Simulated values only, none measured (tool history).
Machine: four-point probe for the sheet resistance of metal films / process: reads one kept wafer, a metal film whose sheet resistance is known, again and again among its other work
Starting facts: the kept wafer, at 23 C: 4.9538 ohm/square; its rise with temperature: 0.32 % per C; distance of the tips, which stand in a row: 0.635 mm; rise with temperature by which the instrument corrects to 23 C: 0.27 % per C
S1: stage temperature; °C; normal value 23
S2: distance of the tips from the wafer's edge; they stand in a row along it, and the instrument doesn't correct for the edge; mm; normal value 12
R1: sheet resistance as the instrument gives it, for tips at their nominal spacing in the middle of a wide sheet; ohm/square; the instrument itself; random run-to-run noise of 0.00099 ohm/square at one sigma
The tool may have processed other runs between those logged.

Run 1, hour 0.0: usual settings. Result: R1 4.998987 ohm/square.
Run 2, hour 13.2: usual settings but S2 25 mm. Result: R1 4.993931 ohm/square.
Run 3, hour 29.5: usual settings but S2 25 mm. Result: R1 4.997022 ohm/square.
Run 4, hour 50.3: usual settings but S2 25 mm. Result: R1 4.995171 ohm/square.
Run 5, hour 61.4: usual settings but S2 25 mm. Result: R1 4.996614 ohm/square.
Run 6, hour 83.6: usual settings but S2 9 mm. Result: R1 5.009948 ohm/square.
Run 7, hour 101.9: usual settings but S1 34 °C. Result: R1 5.026183 ohm/square.
Run 8, hour 121.2: usual settings. Result: R1 5.004292 ohm/square.
Run 9, hour 144.1: usual settings. Result: R1 5.006482 ohm/square.
Run 10, hour 159.5: usual settings. Result: R1 5.006873 ohm/square.
Run 11, hour 173.1: usual settings but S1 18 °C. Result: R1 4.995392 ohm/square.
Run 12, hour 199.5: usual settings but S1 18 °C. Result: R1 4.993986 ohm/square.
Run 13, hour 221.7: usual settings but S1 18 °C. Result: R1 4.996793 ohm/square.
Run 14, hour 238.7: usual settings. Result: R1 5.006636 ohm/square.
Run 15, hour 261.3: usual settings. Result: R1 5.009897 ohm/square.
At hour 273.1: new probe head fitted.
Run 16, hour 277.4: usual settings. Result: R1 4.926782 ohm/square.
Run 17, hour 296.9: usual settings. Result: R1 4.926542 ohm/square.
Run 18, hour 318.5: usual settings. Result: R1 4.927721 ohm/square.
Run 19, hour 345.1: usual settings. Result: R1 4.928184 ohm/square.
Run 20, hour 372.4: usual settings. Result: R1 4.930413 ohm/square.
Run 21, hour 393.3: usual settings. Result: R1 4.930070 ohm/square.
Run 22, hour 412.5: usual settings. Result: R1 4.930789 ohm/square.
Run 23, hour 426.1: usual settings. Result: R1 4.932440 ohm/square.
Run 24, hour 448.8: usual settings. Result: R1 4.931472 ohm/square.
Run 25, hour 462.5: usual settings. Result: R1 4.932183 ohm/square.
Run 26, hour 479.4: usual settings but S1 20 °C, S2 10 mm. Result: R1 4.928642 ohm/square.
Run 27, hour 491.6: usual settings but S2 4 mm. Result: R1 4.991984 ohm/square.
Run 28, hour 514.9: usual settings but S1 34 °C, S2 35 mm. Result: R1 4.950845 ohm/square.
Run 29, hour 537.2: usual settings but S1 34 °C, S2 35 mm. Result: R1 4.950467 ohm/square.
Run 30, hour 555.8: usual settings but S1 34 °C, S2 35 mm. Result: R1 4.952759 ohm/square.
Run 31, hour 578.0: usual settings but S1 22 °C, S2 10 mm. Result: R1 4.938756 ohm/square.
Run 32, hour 596.3: usual settings but S1 22 °C, S2 10 mm. Result: R1 4.937950 ohm/square.
Run 33, hour 609.2: usual settings but S1 24 °C, S2 15 mm. Result: R1 4.937287 ohm/square.
Run 34, hour 623.2: usual settings but S1 20 °C, S2 15 mm. Result: R1 4.929853 ohm/square.
Run 35, hour 635.2: usual settings but S1 21 °C, S2 23 mm. Result: R1 4.931050 ohm/square.
Run 36, hour 661.7: usual settings but S1 21 °C, S2 23 mm. Result: R1 4.930846 ohm/square.
Run 37, hour 685.5: usual settings but S1 21 °C. Result: R1 4.937779 ohm/square.
Run 38, hour 704.2: usual settings but S1 21 °C. Result: R1 4.936776 ohm/square.
Run 39, hour 731.4: usual settings but S1 35 °C, S2 63 mm. Result: R1 4.961433 ohm/square.
Run 40, hour 753.4: usual settings but S2 3 mm. Result: R1 5.050717 ohm/square.
Run 41, hour 773.8: usual settings but S1 19 °C, S2 28 mm. Result: R1 4.928406 ohm/square.
Run 42, hour 794.5: usual settings but S1 24 °C, S2 14 mm. Result: R1 4.943831 ohm/square.
Run 43, hour 815.2: usual settings but S1 27 °C, S2 18 mm. Result: R1 4.949200 ohm/square.
Run 44, hour 840.3: usual settings but S1 34 °C, S2 11 mm. Result: R1 4.970177 ohm/square.
Run 45, hour 856.3: usual settings but S1 24 °C, S2 8 mm. Result: R1 4.958976 ohm/square.

4 ways to go on from here, each from the tool as it stands after run 45. What would each give?
Run A, hour 874.0: usual settings but S1 25 °C, S2 3 mm. Result: R1 ?.
Run B, hour 874.0: usual settings but S1 35 °C, S2 4 mm. Result: R1 ?.
Run C, hour 874.0: usual settings but S1 18 °C, S2 75 mm. Result: R1 ?.
Run D, hour 874.0: usual settings but S1 24 °C, S2 27 mm. Result: R1 ?.

run        R1
  A  5.061809
  B  5.031802
  C  4.929587
  D  4.944764
Without the tool's unlogged condition, the same runs would have read:
run        R1
  A  5.075789
  B  5.045864
  C  4.943127
  D  4.958439
